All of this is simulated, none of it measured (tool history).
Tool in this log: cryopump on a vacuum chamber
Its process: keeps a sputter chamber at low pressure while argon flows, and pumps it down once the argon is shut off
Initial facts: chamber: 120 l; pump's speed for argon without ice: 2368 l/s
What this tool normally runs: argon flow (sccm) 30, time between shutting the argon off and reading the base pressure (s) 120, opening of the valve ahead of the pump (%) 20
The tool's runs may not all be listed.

run   hour  argon flow (sccm)  time between shutting the argon off and reading the base pressure (s)  opening of the valve ahead of the pump (%)  pressure while argon flows (Pa)  pressure after the wait (uPa)
  1      0                 30                                                                    120                                          20                           0.1134                           1.85
      58.4  -- pump warmed up, emptied and cooled again
  2   89.2                 30                                                                     53                                          20                           0.1075                           2.14
  3  154.4                 30                                                                     53                                          20                           0.1086                           2.21
     168.7  -- leaking fittings of the chamber tightened, without venting
  4  227.2                 27                                                                    120                                          20                           0.0985                           0.57
  5  277.9                 27                                                                    120                                          20                            0.099                           0.56
  6  313.4                 30                                                                    120                                          20                           0.1098                           0.58
  7  354.9                 30                                                                     56                                          20                            0.111                           1.08
  8  427.8                 30                                                                     56                                          20                           0.1117                           1.12
  9  507.9                 30                                                                     56                                          20                           0.1127                           1.21
 10  545.2                 30                                                                    120                                          20                           0.1131                           0.73
 11  595.4                 30                                                                    120                                          20                           0.1137                           0.75
 12  643.2                 30                                                                    120                                          20                            0.115                           0.81
 13  698.6                 30                                                                    120                                          20                           0.1158                           0.83
     710.6  -- pump warmed up, emptied and cooled again
 14  754.7                 30                                                                    120                                          20                           0.1081                           0.74
 15  802.5                 30                                                                    120                                          40                           0.0547                           0.78
 16  865.7                 30                                                                    120                                          40                           0.0555                           0.83
 17    901                 30                                                                    120                                          20                           0.1101                           0.81
 18  971.3                 30                                                                    120                                          20                           0.1095                           0.81

Forecast run 19:
 19  1023.5                 49                                                                    120                                          20                                ?                              ?

pressure while argon flows (Pa): 0.1814
pressure after the wait (uPa): 0.87
On a tool with no hidden condition, and with the same random variation, this run would have come out at pressure while argon flows (Pa) 0.1752, pressure after the wait (uPa) 0.51.
